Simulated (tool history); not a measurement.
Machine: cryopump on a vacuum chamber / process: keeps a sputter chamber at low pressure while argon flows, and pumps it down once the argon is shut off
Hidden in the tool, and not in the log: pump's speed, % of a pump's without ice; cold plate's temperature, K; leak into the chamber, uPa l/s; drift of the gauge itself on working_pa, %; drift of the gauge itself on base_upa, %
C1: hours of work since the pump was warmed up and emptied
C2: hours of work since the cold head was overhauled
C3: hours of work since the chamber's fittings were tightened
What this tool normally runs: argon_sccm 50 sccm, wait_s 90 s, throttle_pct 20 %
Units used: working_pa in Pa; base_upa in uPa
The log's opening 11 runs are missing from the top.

{"run": 12, "hour": 204.5, "argon_sccm": 50, "wait_s": 75, "throttle_pct": 20, "C1": 756, "C2": 756, "C3": 684, "working_pa": 0.1769, "base_upa": 0.92}
{"run": 13, "hour": 226.6, "argon_sccm": 50, "wait_s": 90, "throttle_pct": 20, "C1": 772, "C2": 772, "C3": 700, "working_pa": 0.1777, "base_upa": 0.88}
{"run": 14, "hour": 250.9, "argon_sccm": 50, "wait_s": 90, "throttle_pct": 20, "C1": 789, "C2": 789, "C3": 717, "working_pa": 0.177, "base_upa": 0.86}
{"run": 15, "hour": 268.6, "argon_sccm": 50, "wait_s": 90, "throttle_pct": 20, "C1": 802, "C2": 802, "C3": 730, "working_pa": 0.1764, "base_upa": 0.9}
{"run": 16, "hour": 293.3, "argon_sccm": 50, "wait_s": 127, "throttle_pct": 20, "C1": 820, "C2": 820, "C3": 747, "working_pa": 0.1768, "base_upa": 0.82}
{"run": 17, "hour": 307.8, "argon_sccm": 48, "wait_s": 90, "throttle_pct": 20, "C1": 830, "C2": 830, "C3": 758, "working_pa": 0.1695, "base_upa": 0.95}
{"run": 18, "hour": 325.2, "argon_sccm": 50, "wait_s": 232, "throttle_pct": 18, "C1": 843, "C2": 843, "C3": 770, "working_pa": 0.1979, "base_upa": 0.7}
{"run": 19, "hour": 341.2, "argon_sccm": 50, "wait_s": 232, "throttle_pct": 18, "C1": 854, "C2": 854, "C3": 782, "working_pa": 0.1951, "base_upa": 0.75}
{"run": 20, "hour": 366.0, "argon_sccm": 50, "wait_s": 232, "throttle_pct": 18, "C1": 872, "C2": 872, "C3": 799, "working_pa": 0.1948, "base_upa": 0.75}
{"run": 21, "hour": 379.8, "argon_sccm": 50, "wait_s": 232, "throttle_pct": 18, "C1": 882, "C2": 882, "C3": 809, "working_pa": 0.1958, "base_upa": 0.82}
{"run": 22, "hour": 392.1, "argon_sccm": 60, "wait_s": 252, "throttle_pct": 20, "C1": 891, "C2": 891, "C3": 818, "working_pa": 0.2143, "base_upa": 0.72}
{"run": 23, "hour": 409.2, "argon_sccm": 50, "wait_s": 44, "throttle_pct": 26, "C1": 903, "C2": 903, "C3": 830, "working_pa": 0.1385, "base_upa": 1.32}
{"run": 24, "hour": 424.7, "argon_sccm": 50, "wait_s": 44, "throttle_pct": 26, "C1": 914, "C2": 914, "C3": 842, "working_pa": 0.1395, "base_upa": 1.36}
{"run": 25, "hour": 447.1, "argon_sccm": 50, "wait_s": 131, "throttle_pct": 26, "C1": 930, "C2": 930, "C3": 858, "working_pa": 0.1385, "base_upa": 0.88}
{"run": 26, "hour": 462.3, "argon_sccm": 33, "wait_s": 90, "throttle_pct": 21, "C1": 941, "C2": 941, "C3": 868, "working_pa": 0.1127, "base_upa": 0.97}
{"run": 27, "hour": 474.5, "argon_sccm": 29, "wait_s": 90, "throttle_pct": 21, "C1": 950, "C2": 950, "C3": 877, "working_pa": 0.0991, "base_upa": 1.01}
{"run": 28, "hour": 486.4, "argon_sccm": 29, "wait_s": 90, "throttle_pct": 21, "C1": 958, "C2": 958, "C3": 886, "working_pa": 0.0984, "base_upa": 0.98}
{"run": 29, "hour": 504.6, "argon_sccm": 84, "wait_s": 62, "throttle_pct": 20, "C1": 971, "C2": 971, "C3": 899, "working_pa": 0.302, "base_upa": 1.19}
{"run": 30, "hour": 517.1, "argon_sccm": 84, "wait_s": 62, "throttle_pct": 20, "C1": 980, "C2": 980, "C3": 908, "working_pa": 0.3022, "base_upa": 1.21}
{"run": 31, "hour": 527.7, "argon_sccm": 35, "wait_s": 90, "throttle_pct": 18, "C1": 988, "C2": 988, "C3": 915, "working_pa": 0.1388, "base_upa": 1.03}
{"run": 32, "hour": 542.8, "argon_sccm": 35, "wait_s": 90, "throttle_pct": 18, "C1": 999, "C2": 999, "C3": 926, "working_pa": 0.1375, "base_upa": 1.08}
{"run": 33, "hour": 556.5, "argon_sccm": 66, "wait_s": 158, "throttle_pct": 20, "C1": 1008, "C2": 1008, "C3": 936, "working_pa": 0.2376, "base_upa": 0.86}

Forecast each of these 4 alternatives for the next run:
{"hour": 570.6, "done": "pump warmed up, emptied and cooled again"}
{"run": "A", "hour": 582.2, "argon_sccm": 21, "wait_s": 158, "throttle_pct": 53, "C1": 8, "C2": 1023, "C3": 951, "working_pa": "?", "base_upa": "?"}
{"hour": 570.6, "done": "pump warmed up, emptied and cooled again"}
{"run": "B", "hour": 582.2, "argon_sccm": 76, "wait_s": 72, "throttle_pct": 20, "C1": 8, "C2": 1023, "C3": 951, "working_pa": "?", "base_upa": "?"}
{"hour": 570.6, "done": "pump warmed up, emptied and cooled again"}
{"run": "C", "hour": 582.2, "argon_sccm": 56, "wait_s": 90, "throttle_pct": 27, "C1": 8, "C2": 1023, "C3": 951, "working_pa": "?", "base_upa": "?"}
{"hour": 570.6, "done": "pump warmed up, emptied and cooled again"}
{"run": "D", "hour": 582.2, "argon_sccm": 78, "wait_s": 145, "throttle_pct": 48, "C1": 8, "C2": 1023, "C3": 951, "working_pa": "?", "base_upa": "?"}

run=A working_pa=0.0269 base_upa=0.76
run=B working_pa=0.2610 base_upa=1.01
run=C working_pa=0.1422 base_upa=0.91
run=D working_pa=0.1118 base_upa=0.85
What these runs would have given with no unlogged condition in the tool:
run=A working_pa=0.0266 base_upa=0.33
run=B working_pa=0.2597 base_upa=0.57
run=C working_pa=0.1412 base_upa=0.48
run=D working_pa=0.1105 base_upa=0.40
